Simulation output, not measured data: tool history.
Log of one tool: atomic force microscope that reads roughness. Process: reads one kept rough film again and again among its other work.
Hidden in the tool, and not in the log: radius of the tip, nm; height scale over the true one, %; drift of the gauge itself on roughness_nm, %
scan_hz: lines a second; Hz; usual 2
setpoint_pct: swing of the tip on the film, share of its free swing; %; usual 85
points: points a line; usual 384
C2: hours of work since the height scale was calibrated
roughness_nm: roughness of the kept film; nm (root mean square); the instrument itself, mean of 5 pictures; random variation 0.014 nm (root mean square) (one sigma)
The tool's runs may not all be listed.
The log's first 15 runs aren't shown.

run 16 hour=666.7 | scan_hz=2 setpoint_pct=57 points=384 | pictures_with_this_tip=88 C2=758 | roughness_nm=3.035
run 17 hour=699.5 | scan_hz=2 setpoint_pct=57 points=384 | pictures_with_this_tip=141 C2=775 | roughness_nm=2.813
run 18 hour=737.3 | scan_hz=2 setpoint_pct=57 points=384 | pictures_with_this_tip=201 C2=794 | roughness_nm=2.558
-- hour=782.4 new tip fitted
run 19 hour=788.4 | scan_hz=3.02 setpoint_pct=80 points=628 | pictures_with_this_tip=10 C2=821 | roughness_nm=3.122
run 20 hour=827.7 | scan_hz=3.02 setpoint_pct=80 points=628 | pictures_with_this_tip=73 C2=841 | roughness_nm=2.798
run 21 hour=861.5 | scan_hz=2 setpoint_pct=78 points=560 | pictures_with_this_tip=127 C2=859 | roughness_nm=2.69
run 22 hour=902.7 | scan_hz=2 setpoint_pct=78 points=560 | pictures_with_this_tip=194 C2=880 | roughness_nm=2.447
run 23 hour=947.8 | scan_hz=2 setpoint_pct=78 points=560 | pictures_with_this_tip=266 C2=903 | roughness_nm=2.242
-- hour=951.4 new tip fitted
run 24 hour=1003.8 | scan_hz=1.16 setpoint_pct=69 points=437 | pictures_with_this_tip=84 C2=932 | roughness_nm=3.018
run 25 hour=1040.9 | scan_hz=3.95 setpoint_pct=66 points=537 | pictures_with_this_tip=144 C2=951 | roughness_nm=2.649
run 26 hour=1080 | scan_hz=3.95 setpoint_pct=66 points=537 | pictures_with_this_tip=207 C2=972 | roughness_nm=2.418
-- hour=1118 new tip fitted
run 27 hour=1119 | scan_hz=1.78 setpoint_pct=85 points=384 | pictures_with_this_tip=2 C2=992 | roughness_nm=3.308
run 28 hour=1153.7 | scan_hz=0.79 setpoint_pct=61 points=763 | pictures_with_this_tip=57 C2=1010 | roughness_nm=3.226
run 29 hour=1199.8 | scan_hz=2.25 setpoint_pct=71 points=844 | pictures_with_this_tip=132 C2=1034 | roughness_nm=2.756
run 30 hour=1238 | scan_hz=2 setpoint_pct=90 points=384 | pictures_with_this_tip=193 C2=1054 | roughness_nm=2.344
run 31 hour=1263.7 | scan_hz=2 setpoint_pct=90 points=384 | pictures_with_this_tip=234 C2=1067 | roughness_nm=2.225
-- hour=1289.1 new tip fitted
run 32 hour=1314.6 | scan_hz=2.57 setpoint_pct=85 points=515 | pictures_with_this_tip=41 C2=1093 | roughness_nm=2.86
run 33 hour=1345.2 | scan_hz=0.98 setpoint_pct=89 points=384 | pictures_with_this_tip=91 C2=1109 | roughness_nm=2.755
run 34 hour=1376.6 | scan_hz=0.53 setpoint_pct=59 points=357 | pictures_with_this_tip=141 C2=1125 | roughness_nm=2.676
run 35 hour=1439 | scan_hz=2 setpoint_pct=85 points=406 | pictures_with_this_tip=241 C2=1158 | roughness_nm=2.182

3 ways to go on from here, each from the tool as it stands after run 35. What would each give?
-- hour=1458 new tip fitted
run A hour=1469.8 | scan_hz=1.61 setpoint_pct=58 points=375 | pictures_with_this_tip=19 C2=1173 | roughness_nm=?
-- hour=1458 new tip fitted
run B hour=1469.8 | scan_hz=2 setpoint_pct=85 points=910 | pictures_with_this_tip=19 C2=1173 | roughness_nm=?
-- hour=1458 new tip fitted
run C hour=1469.8 | scan_hz=2 setpoint_pct=76 points=384 | pictures_with_this_tip=19 C2=1173 | roughness_nm=?

run=A roughness_nm=3.41
run=B roughness_nm=3.215
run=C roughness_nm=3.271
Without the tool's hidden state the same runs would have given:
run=A roughness_nm=3.598
run=B roughness_nm=3.393
run=C roughness_nm=3.452
